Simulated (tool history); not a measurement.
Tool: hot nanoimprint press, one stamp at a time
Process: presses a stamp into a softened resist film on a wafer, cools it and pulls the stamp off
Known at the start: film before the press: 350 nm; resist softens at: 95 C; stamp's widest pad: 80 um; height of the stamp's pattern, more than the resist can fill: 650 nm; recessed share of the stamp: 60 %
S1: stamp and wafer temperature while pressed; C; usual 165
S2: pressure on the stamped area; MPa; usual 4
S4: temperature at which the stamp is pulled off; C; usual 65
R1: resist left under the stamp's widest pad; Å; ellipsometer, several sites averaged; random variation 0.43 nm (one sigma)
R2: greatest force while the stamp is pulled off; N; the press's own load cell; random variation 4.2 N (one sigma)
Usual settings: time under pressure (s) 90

{"run": 1, "day": 0.0, "S1": 165, "S2": 4, "time under pressure (s)": 90, "S4": 65, "R1": 1711, "R2": 262}
{"run": 2, "day": 1.508, "S1": 160, "S2": 4, "time under pressure (s)": 90, "S4": 65, "R1": 2145, "R2": 271}
{"run": 3, "day": 2.621, "S1": 160, "S2": 4, "time under pressure (s)": 90, "S4": 65, "R1": 2146, "R2": 274}
{"run": 4, "day": 3.329, "S1": 165, "S2": 4, "time under pressure (s)": 90, "S4": 65, "R1": 1706, "R2": 276}
{"run": 5, "day": 4.254, "S1": 165, "S2": 4, "time under pressure (s)": 90, "S4": 65, "R1": 1696, "R2": 282}
{"run": 6, "day": 4.875, "S1": 165, "S2": 3.51, "time under pressure (s)": 90, "S4": 65, "R1": 1804, "R2": 286}
{"day": 5.133, "done": "plate thermocouple calibrated"}
{"run": 7, "day": 6.133, "S1": 165, "S2": 4, "time under pressure (s)": 90, "S4": 65, "R1": 1671, "R2": 282}

Forecast run 8:
{"day": 6.925, "done": "stamp cleaned and given a new release coat"}
{"day": 7.871, "done": "plate thermocouple calibrated, once more"}
{"run": 8, "day": 8.004, "S1": 173, "S2": 2.5, "time under pressure (s)": 90, "S4": 65, "R1": "?", "R2": "?"}

{"run 8": {"R1": 1519, "R2": 206}}
Without the tool's hidden state the same run would have given R1 1513 Å, R2 203 N.
